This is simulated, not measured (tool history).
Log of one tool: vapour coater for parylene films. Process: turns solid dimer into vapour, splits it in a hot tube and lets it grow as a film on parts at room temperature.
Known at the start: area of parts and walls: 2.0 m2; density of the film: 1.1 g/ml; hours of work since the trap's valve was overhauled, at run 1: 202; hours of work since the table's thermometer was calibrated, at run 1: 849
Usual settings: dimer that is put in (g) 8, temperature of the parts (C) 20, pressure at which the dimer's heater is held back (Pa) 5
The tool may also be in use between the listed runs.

| run | day | dimer that is put in (g) | temperature of the parts (C) | pressure at which the dimer's heater is held back (Pa) | hours of work since the trap's valve was overhauled | hours of work since the table's thermometer was calibrated | thickness of the film (nm) |
|---|---|---|---|---|---|---|---|
| 1 | 0 | 8 | 20 | 5 | 202 | 849 | 2100 |
| 2 | 2.55 | 8 | 20 | 5 | 255 | 902 | 2040 |
| 3 | 4.308 | 3 | 20 | 5 | 291 | 938 | 760 |
| 4 | 6.042 | 3 | 20 | 3.68 | 327 | 974 | 770 |
|  | 8.075 | trap's valve overhauled |
| 5 | 8.767 | 3 | 20 | 3.68 | 14 | 1027 | 890 |
| 6 | 11.925 | 8 | 20 | 5 | 80 | 1093 | 2220 |
| 7 | 13.642 | 8 | 21 | 5 | 115 | 1128 | 2140 |
| 8 | 16.833 | 8 | 21 | 5 | 181 | 1194 | 2100 |
| 9 | 20.025 | 8 | 21 | 5 | 247 | 1260 | 1990 |
| 10 | 22.083 | 8 | 14 | 11.35 | 290 | 1303 | 2140 |
| 11 | 24.388 | 3 | 20 | 5 | 338 | 1351 | 790 |
|  | 25.896 | trap's valve overhauled |
| 12 | 25.908 | 8 | 26 | 4.95 | 0 | 1379 | 2000 |
| 13 | 27.288 | 8 | 17 | 4.95 | 29 | 1407 | 2490 |
| 14 | 28.608 | 7 | 17 | 4.95 | 56 | 1435 | 2090 |
| 15 | 30 | 8 | 14 | 11.71 | 85 | 1464 | 2330 |
| 16 | 32.738 | 8 | 14 | 11.71 | 142 | 1520 | 2280 |
|  | 33.692 | table's thermometer calibrated |
| 17 | 35.212 | 11 | 27 | 11.56 | 192 | 31 | 2220 |

Forecast each of these 3 alternatives for the next run:
| A | 36.579 | 11 | 18 | 11.56 | 220 | 60 | ? |
| B | 36.579 | 4 | 12 | 3.36 | 220 | 60 | ? |
| C | 36.579 | 9 | 20 | 6 | 220 | 60 | ? |

| run | thickness of the film (nm) |
|---|---|
| A | 2690 |
| B | 1310 |
| C | 2270 |
Without the tool's hidden state the same runs would have given:
| run | thickness of the film (nm) |
|---|---|
| A | 2940 |
| B | 1430 |
| C | 2480 |
